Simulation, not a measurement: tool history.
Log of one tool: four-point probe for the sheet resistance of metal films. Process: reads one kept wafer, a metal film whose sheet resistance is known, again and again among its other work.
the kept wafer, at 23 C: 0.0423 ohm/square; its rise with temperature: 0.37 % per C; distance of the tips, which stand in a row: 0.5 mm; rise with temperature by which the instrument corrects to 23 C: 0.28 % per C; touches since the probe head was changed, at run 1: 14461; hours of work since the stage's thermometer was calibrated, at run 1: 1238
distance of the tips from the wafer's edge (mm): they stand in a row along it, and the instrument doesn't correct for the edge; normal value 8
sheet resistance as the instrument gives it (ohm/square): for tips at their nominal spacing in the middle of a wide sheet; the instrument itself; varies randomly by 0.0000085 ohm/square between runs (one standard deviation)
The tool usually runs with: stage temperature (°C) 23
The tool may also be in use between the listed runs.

run	hour	stage temperature (°C)	distance of the tips from the wafer's edge (mm)	touches since the probe head was changed	hours of work since the stage's thermometer was calibrated	sheet resistance as the instrument gives it (ohm/square)
1	0	23	8	14461	1238	0.042412
2	31	26	8	15144	1256	0.042528
3	62.9	26	8	15845	1274	0.042508
4	82.8	26	8	16284	1285	0.0425
5	96.3	26	8	16581	1293	0.042496
6	109.9	26	8	16882	1301	0.042504
7	139.2	23	8	17526	1318	0.042389
8	160.2	23	4	17988	1330	0.042653
9	177.2	23	4	18362	1340	0.042663
10	204.9	23	14	18974	1356	0.042333
11	237	23	14	19680	1374	0.042331
12	260.7	23	8	20201	1388	0.042376
13	286.4	23	8	20767	1402	0.042374
14	307	23	8	21222	1414	0.042373
15	323.8	23	8	21591	1424	0.042366
16	352.2	23	8	22217	1440	0.042377
17	375.4	23	8	22726	1453	0.042392
18	405	23	8	23379	1470	0.042382
19	436.5	23	8	24072	1489	0.042379
20	463.1	23	70	24659	1504	0.042273
21	480.3	21	8	25038	1514	0.042294
22	497	21	16	25404	1523	0.042225
# hour 527: stage's thermometer calibrated
23	527	18	8	26054	0	0.042238
24	546.4	18	8	26482	11	0.042243
25	572.9	32	55	27066	26	0.042652
26	598.5	20	33	27628	41	0.042231
27	621.5	20	33	28135	54	0.042218
28	639.8	35	4	28539	65	0.043112
29	666.2	35	4	29119	80	0.043119
30	692.7	22	5	29703	95	0.042515
31	706.6	22	5	30008	103	0.042533
32	733.4	33	59	30599	119	0.042675
33	749.3	22	74	30949	128	0.04228
34	779	22	74	31602	145	0.04227
35	811	21	3	32307	163	0.042866
36	832.5	22	6	32780	175	0.042433
37	849.3	26	3	33151	185	0.043043
38	879.5	26	3	33815	202	0.043035
39	906.1	28	8	34400	218	0.042562
40	919.6	28	8	34700	226	0.04259

Below are 5 alternative next runs, each starting from the tool's condition after run 40. Predict each:
A	946.6	22	65	35293	241	?
B	946.6	23	70	35293	241	?
C	946.6	22	6	35293	241	?
D	946.6	29	26	35293	241	?
E	946.6	33	6	35293	241	?

run	sheet resistance as the instrument gives it (ohm/square)
A	0.042267
B	0.042296
C	0.042422
D	0.042537
E	0.042817
Had the tool no hidden state, the same runs would have come out as:
run	sheet resistance as the instrument gives it (ohm/square)
A	0.042267
B	0.042296
C	0.042422
D	0.042537
E	0.042816
